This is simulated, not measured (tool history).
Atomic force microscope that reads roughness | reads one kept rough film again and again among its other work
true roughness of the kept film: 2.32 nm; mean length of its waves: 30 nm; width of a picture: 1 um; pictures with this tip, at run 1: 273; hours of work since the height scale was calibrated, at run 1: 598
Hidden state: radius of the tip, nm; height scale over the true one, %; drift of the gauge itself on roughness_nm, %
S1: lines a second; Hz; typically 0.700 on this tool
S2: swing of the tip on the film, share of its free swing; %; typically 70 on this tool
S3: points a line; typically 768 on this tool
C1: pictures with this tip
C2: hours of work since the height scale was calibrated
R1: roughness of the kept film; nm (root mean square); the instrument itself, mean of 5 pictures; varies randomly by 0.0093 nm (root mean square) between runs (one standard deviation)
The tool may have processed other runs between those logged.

{"run": 1, "day": 0.0, "S1": 0.7, "S2": 70, "S3": 768, "C1": 273, "C2": 598, "R1": 1.823}
{"day": 0.388, "done": "new tip fitted"}
{"run": 2, "day": 1.562, "S1": 0.7, "S2": 70, "S3": 768, "C1": 25, "C2": 617, "R1": 2.047}
{"run": 3, "day": 2.712, "S1": 0.7, "S2": 70, "S3": 768, "C1": 49, "C2": 631, "R1": 2.031}
{"run": 4, "day": 4.067, "S1": 0.7, "S2": 70, "S3": 667, "C1": 78, "C2": 648, "R1": 1.997}
{"run": 5, "day": 5.021, "S1": 0.7, "S2": 70, "S3": 667, "C1": 98, "C2": 660, "R1": 1.967}
{"run": 6, "day": 7.142, "S1": 0.7, "S2": 70, "S3": 667, "C1": 143, "C2": 686, "R1": 1.936}
{"run": 7, "day": 9.033, "S1": 0.7, "S2": 70, "S3": 768, "C1": 183, "C2": 709, "R1": 1.884}
{"run": 8, "day": 10.121, "S1": 0.7, "S2": 70, "S3": 768, "C1": 206, "C2": 723, "R1": 1.869}
{"run": 9, "day": 12.15, "S1": 0.7, "S2": 70, "S3": 257, "C1": 249, "C2": 748, "R1": 1.801}
{"run": 10, "day": 13.396, "S1": 0.7, "S2": 70, "S3": 257, "C1": 276, "C2": 764, "R1": 1.781}
{"day": 13.667, "done": "new tip fitted"}
{"run": 11, "day": 15.617, "S1": 0.7, "S2": 70, "S3": 257, "C1": 41, "C2": 791, "R1": 2.01}
{"run": 12, "day": 16.829, "S1": 0.7, "S2": 70, "S3": 257, "C1": 67, "C2": 806, "R1": 2.001}
{"run": 13, "day": 18.238, "S1": 0.7, "S2": 70, "S3": 257, "C1": 97, "C2": 823, "R1": 1.959}
{"run": 14, "day": 20.492, "S1": 0.7, "S2": 70, "S3": 257, "C1": 145, "C2": 851, "R1": 1.891}
{"day": 20.738, "done": "height scale calibrated on a step standard"}
{"run": 15, "day": 22.308, "S1": 0.7, "S2": 70, "S3": 768, "C1": 182, "C2": 19, "R1": 1.895}
{"run": 16, "day": 24.217, "S1": 0.7, "S2": 70, "S3": 455, "C1": 223, "C2": 43, "R1": 1.86}
{"day": 25.621, "done": "height scale calibrated on a step standard, once more"}
{"run": 17, "day": 25.638, "S1": 0.7, "S2": 70, "S3": 768, "C1": 252, "C2": 0, "R1": 1.819}
{"day": 27.067, "done": "new tip fitted"}
{"run": 18, "day": 27.379, "S1": 0.7, "S2": 70, "S3": 674, "C1": 6, "C2": 22, "R1": 2.078}
{"run": 19, "day": 29.288, "S1": 0.7, "S2": 70, "S3": 674, "C1": 47, "C2": 45, "R1": 2.046}
{"run": 20, "day": 30.975, "S1": 0.7, "S2": 70, "S3": 674, "C1": 83, "C2": 66, "R1": 2.0}
{"run": 21, "day": 32.188, "S1": 0.7, "S2": 70, "S3": 674, "C1": 108, "C2": 81, "R1": 1.984}
{"run": 22, "day": 34.308, "S1": 0.7, "S2": 70, "S3": 674, "C1": 153, "C2": 108, "R1": 1.934}
{"run": 23, "day": 36.542, "S1": 0.7, "S2": 70, "S3": 674, "C1": 201, "C2": 135, "R1": 1.896}
{"run": 24, "day": 37.475, "S1": 0.7, "S2": 64, "S3": 747, "C1": 220, "C2": 147, "R1": 1.895}
{"run": 25, "day": 39.379, "S1": 2.802, "S2": 74, "S3": 523, "C1": 261, "C2": 171, "R1": 1.615}
{"day": 40.421, "done": "new tip fitted"}
{"run": 26, "day": 41.396, "S1": 1.037, "S2": 56, "S3": 575, "C1": 21, "C2": 195, "R1": 2.076}
{"run": 27, "day": 43.542, "S1": 2.111, "S2": 73, "S3": 768, "C1": 66, "C2": 222, "R1": 1.844}
{"run": 28, "day": 44.542, "S1": 2.111, "S2": 73, "S3": 768, "C1": 88, "C2": 234, "R1": 1.844}
{"run": 29, "day": 45.938, "S1": 2.77, "S2": 69, "S3": 387, "C1": 117, "C2": 252, "R1": 1.787}
{"run": 30, "day": 47.188, "S1": 2.77, "S2": 76, "S3": 308, "C1": 144, "C2": 267, "R1": 1.655}
{"run": 31, "day": 48.475, "S1": 1.029, "S2": 74, "S3": 331, "C1": 171, "C2": 283, "R1": 1.83}
{"run": 32, "day": 49.867, "S1": 0.7, "S2": 60, "S3": 768, "C1": 201, "C2": 300, "R1": 1.906}
{"run": 33, "day": 51.762, "S1": 0.7, "S2": 60, "S3": 768, "C1": 241, "C2": 324, "R1": 1.859}
{"day": 53.771, "done": "new tip fitted"}
{"run": 34, "day": 54.012, "S1": 1.762, "S2": 86, "S3": 347, "C1": 5, "C2": 352, "R1": 1.794}
{"run": 35, "day": 55.212, "S1": 2.431, "S2": 59, "S3": 279, "C1": 30, "C2": 367, "R1": 1.989}
{"run": 36, "day": 57.371, "S1": 2.431, "S2": 59, "S3": 279, "C1": 76, "C2": 393, "R1": 1.931}
{"run": 37, "day": 58.292, "S1": 1.827, "S2": 70, "S3": 362, "C1": 96, "C2": 405, "R1": 1.884}
{"run": 38, "day": 59.708, "S1": 0.603, "S2": 80, "S3": 618, "C1": 126, "C2": 422, "R1": 1.923}
{"run": 39, "day": 61.238, "S1": 0.603, "S2": 80, "S3": 618, "C1": 158, "C2": 441, "R1": 1.888}
{"run": 40, "day": 62.671, "S1": 0.603, "S2": 80, "S3": 618, "C1": 188, "C2": 459, "R1": 1.891}
{"run": 41, "day": 63.692, "S1": 0.7, "S2": 70, "S3": 575, "C1": 210, "C2": 472, "R1": 1.87}
{"run": 42, "day": 65.438, "S1": 2.104, "S2": 70, "S3": 588, "C1": 247, "C2": 493, "R1": 1.726}
{"day": 67.008, "done": "new tip fitted"}
{"run": 43, "day": 67.008, "S1": 3.815, "S2": 88, "S3": 533, "C1": 0, "C2": 513, "R1": 1.474}
{"run": 44, "day": 68.038, "S1": 0.973, "S2": 81, "S3": 365, "C1": 22, "C2": 525, "R1": 1.95}
{"run": 45, "day": 70.104, "S1": 0.634, "S2": 70, "S3": 741, "C1": 66, "C2": 551, "R1": 2.039}

Table of differences, measured result less the result of that run with no hidden state. Run-to-run variation is the same in both. Gauge scatter possibly is not:
run=1 R1=-0.260
run=2 R1=-0.032
run=3 R1=-0.061
run=4 R1=-0.092
run=5 R1=-0.114
run=6 R1=-0.161
run=7 R1=-0.197
run=8 R1=-0.220
run=9 R1=-0.258
run=10 R1=-0.278
run=11 R1=-0.046
run=12 R1=-0.075
run=13 R1=-0.106
run=14 R1=-0.152
run=15 R1=-0.191
run=16 R1=-0.230
run=17 R1=-0.269
run=18 R1=-0.010
run=19 R1=-0.050
run=20 R1=-0.089
run=21 R1=-0.113
run=22 R1=-0.157
run=23 R1=-0.203
run=24 R1=-0.222
run=25 R1=-0.226
run=26 R1=-0.040
run=27 R1=-0.086
run=28 R1=-0.108
run=29 R1=-0.133
run=30 R1=-0.147
run=31 R1=-0.190
run=32 R1=-0.229
run=33 R1=-0.263
run=34 R1=-0.007
run=35 R1=-0.033
run=36 R1=-0.079
run=37 R1=-0.097
run=38 R1=-0.130
run=39 R1=-0.159
run=40 R1=-0.190
run=41 R1=-0.212
run=42 R1=-0.229
run=43 R1=-0.004
run=44 R1=-0.029
run=45 R1=-0.076

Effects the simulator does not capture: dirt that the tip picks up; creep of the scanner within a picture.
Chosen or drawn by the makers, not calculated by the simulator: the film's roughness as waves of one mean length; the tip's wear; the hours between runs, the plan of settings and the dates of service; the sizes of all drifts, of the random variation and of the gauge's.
